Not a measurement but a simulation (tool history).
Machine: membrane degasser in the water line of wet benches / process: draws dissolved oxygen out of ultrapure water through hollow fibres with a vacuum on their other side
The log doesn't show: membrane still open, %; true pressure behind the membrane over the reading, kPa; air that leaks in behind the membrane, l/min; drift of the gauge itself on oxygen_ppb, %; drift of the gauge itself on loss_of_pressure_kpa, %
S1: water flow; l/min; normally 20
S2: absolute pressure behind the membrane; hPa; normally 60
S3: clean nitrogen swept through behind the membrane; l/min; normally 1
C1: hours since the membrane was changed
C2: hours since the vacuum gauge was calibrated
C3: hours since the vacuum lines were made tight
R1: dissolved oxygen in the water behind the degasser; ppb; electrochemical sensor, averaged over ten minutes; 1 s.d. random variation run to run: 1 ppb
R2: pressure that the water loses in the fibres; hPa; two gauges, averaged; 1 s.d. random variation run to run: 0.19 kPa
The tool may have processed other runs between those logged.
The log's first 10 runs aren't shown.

| run | day | S1 | S2 | S3 | C1 | C2 | C3 | R1 | R2 |
|---|---|---|---|---|---|---|---|---|---|
| 11 | 17.4 | 20 | 60 | 1 | 1732 | 4909 | 1566 | 131.1 | 379.7 |
| 12 | 19.479 | 20 | 60 | 1 | 1782 | 4959 | 1615 | 131.8 | 380.5 |
|  | 19.604 | vacuum gauge calibrated |
| 13 | 20.442 | 20 | 60 | 1 | 1805 | 20 | 1638 | 130.9 | 380.6 |
| 14 | 22.654 | 20 | 60 | 1 | 1858 | 73 | 1691 | 132.7 | 381.6 |
| 15 | 24.775 | 20 | 60 | 1 | 1909 | 124 | 1742 | 133.2 | 381.7 |
| 16 | 26.604 | 20 | 60 | 1 | 1953 | 168 | 1786 | 133.7 | 382.8 |
|  | 27.192 | vacuum gauge calibrated, once more |
| 17 | 27.562 | 20 | 60 | 1 | 1975 | 9 | 1809 | 129 | 380.9 |
| 18 | 28.617 | 18 | 107.1 | 1 | 2001 | 34 | 1834 | 303 | 342.1 |
| 19 | 30.354 | 20 | 64.8 | 1 | 2042 | 76 | 1875 | 150.3 | 382.7 |
| 20 | 31.354 | 20 | 137.6 | 1 | 2066 | 100 | 1900 | 462.8 | 382.3 |
| 21 | 32.308 | 20 | 80.9 | 1 | 2089 | 123 | 1922 | 217.7 | 384.5 |
| 22 | 34.342 | 30 | 66.8 | 1 | 2138 | 172 | 1971 | 238.2 | 576.6 |
| 23 | 35.567 | 15 | 102.4 | 1.18 | 2167 | 201 | 2001 | 206.7 | 290 |
| 24 | 37.8 | 20 | 90.5 | 2.21 | 2221 | 255 | 2054 | 130.3 | 378.3 |
| 25 | 38.725 | 20 | 90.5 | 2.21 | 2243 | 277 | 2076 | 131.8 | 382.4 |
| 26 | 40.929 | 20 | 90.5 | 2.21 | 2296 | 330 | 2129 | 131.1 | 379.6 |
| 27 | 42.158 | 20 | 60 | 0.86 | 2326 | 359 | 2159 | 145.4 | 384.5 |
| 28 | 44.333 | 25 | 55 | 0.71 | 2378 | 411 | 2211 | 179.3 | 478.6 |
| 29 | 46.225 | 25 | 55 | 0.71 | 2423 | 457 | 2256 | 177.3 | 477.9 |
| 30 | 48.054 | 24 | 40.8 | 0.83 | 2467 | 501 | 2300 | 67.8 | 460.7 |
| 31 | 49.721 | 24 | 40.8 | 0.83 | 2507 | 541 | 2340 | 65.7 | 461.8 |

Consider 3 possible next runs. They are alternatives, not a sequence: every one starts from the tool as it was left by run 31. What does each give?
| A | 51.508 | 12 | 93.6 | 1 | 2550 | 584 | 2383 | ? | ? |
| B | 51.508 | 24 | 62.2 | 0.41 | 2550 | 584 | 2383 | ? | ? |
| C | 51.508 | 18 | 37.4 | 1.44 | 2550 | 584 | 2383 | ? | ? |

| run | R1 | R2 |
|---|---|---|
| A | 172.4 | 232.4 |
| B | 327.5 | 464.2 |
| C | 19.5 | 347.1 |
What these runs would have given with no unlogged condition in the tool:
| run | R1 | R2 |
|---|---|---|
| A | 170.4 | 228.3 |
| B | 323.4 | 456.1 |
| C | 18.1 | 341 |

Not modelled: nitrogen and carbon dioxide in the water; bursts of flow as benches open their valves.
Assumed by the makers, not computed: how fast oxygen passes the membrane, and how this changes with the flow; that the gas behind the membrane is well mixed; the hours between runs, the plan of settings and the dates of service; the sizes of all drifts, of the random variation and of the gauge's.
